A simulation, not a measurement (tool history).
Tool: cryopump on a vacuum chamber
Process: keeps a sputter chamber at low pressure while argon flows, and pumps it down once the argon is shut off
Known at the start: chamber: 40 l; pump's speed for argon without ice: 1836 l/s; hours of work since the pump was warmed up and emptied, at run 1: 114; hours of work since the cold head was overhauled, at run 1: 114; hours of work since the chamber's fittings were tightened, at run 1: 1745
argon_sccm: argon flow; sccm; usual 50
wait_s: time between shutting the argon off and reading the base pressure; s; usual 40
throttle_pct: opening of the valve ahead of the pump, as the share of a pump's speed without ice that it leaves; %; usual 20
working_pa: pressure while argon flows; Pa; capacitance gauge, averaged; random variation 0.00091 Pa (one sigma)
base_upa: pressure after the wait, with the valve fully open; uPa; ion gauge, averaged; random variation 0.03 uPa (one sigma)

run	day	argon_sccm	wait_s	throttle_pct	hours of work since the pump was warmed up and emptied	hours of work since the cold head was overhauled	hours of work since the chamber's fittings were tightened	working_pa	base_upa
1	0	50	40	20	114	114	1745	0.2321	3.47
2	0.871	50	40	20	128	128	1759	0.2318	3.39
3	2.112	50	40	20	148	148	1779	0.2322	3.39
4	3.238	50	257	20	165	165	1796	0.2306	2.35
5	4.225	50	257	20	181	181	1812	0.2302	2.36
6	4.921	50	257	20	192	192	1823	0.2311	2.34
7	5.95	36	33	18	208	208	1839	0.1857	3.85
8	6.85	36	33	18	223	223	1854	0.1851	3.7
9	8.212	23	40	20	244	244	1875	0.1082	3.51
10	9.662	23	40	20	267	267	1898	0.1061	3.54
11	11.154	23	40	52	291	291	1922	0.0425	3.62
12	12.212	26	39	22	308	308	1939	0.1102	3.68

3 ways to go on from here, each from the tool as it stands after run 12. What would each give?
A	12.842	30	58	20	318	318	1949	?	?
B	12.842	26	39	17	318	318	1949	?	?
C	12.842	26	52	16	318	318	1949	?	?

run	working_pa	base_upa
A	0.1396	3.23
B	0.1422	3.65
C	0.1514	3.38
Without the tool's hidden state the same runs would have given:
run	working_pa	base_upa
A	0.1375	1.07
B	0.1405	1.5
C	0.1496	1.2
